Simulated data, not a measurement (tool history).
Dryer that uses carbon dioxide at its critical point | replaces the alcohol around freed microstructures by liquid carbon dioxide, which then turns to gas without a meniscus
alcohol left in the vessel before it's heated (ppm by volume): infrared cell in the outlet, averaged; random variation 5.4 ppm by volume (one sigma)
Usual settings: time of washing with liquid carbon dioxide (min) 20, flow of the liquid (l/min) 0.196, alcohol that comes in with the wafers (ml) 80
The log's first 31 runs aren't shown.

run,hour,time of washing with liquid carbon dioxide (min),flow of the liquid (l/min),alcohol that comes in with the wafers (ml),alcohol left in the vessel before it's heated (ppm by volume)
# hour 258.0: inlet filter changed
32,259.1,25,0.197,48,99
33,265.9,25,0.197,48,100
34,277.4,17,0.196,80,451
35,285.8,20,0.204,80,180
36,294.1,20,0.204,80,185
37,299.8,28,0.259,80,91
38,309.7,19,0.296,46,97
39,315.4,19,0.296,46,92
40,322.7,20,0.230,33,111
41,327.9,14,0.230,33,277
42,337.3,14,0.213,33,377
43,344.4,15,0.235,101,430
44,350.8,13,0.240,28,295
45,356.3,13,0.240,28,288
46,366.0,31,0.164,84,116
47,378.2,20,0.134,80,1667
48,386.2,20,0.134,80,1629

3 ways to go on from here, each from the tool as it stands after run 48. What would each give?
A,392.7,14,0.156,80,?
B,392.7,19,0.317,80,?
C,392.7,23,0.196,38,?

run,alcohol left in the vessel before it's heated (ppm by volume)
A,3722
B,102
C,134
Without the tool's hidden state the same runs would have given:
run,alcohol left in the vessel before it's heated (ppm by volume)
A,3236
B,8
C,35
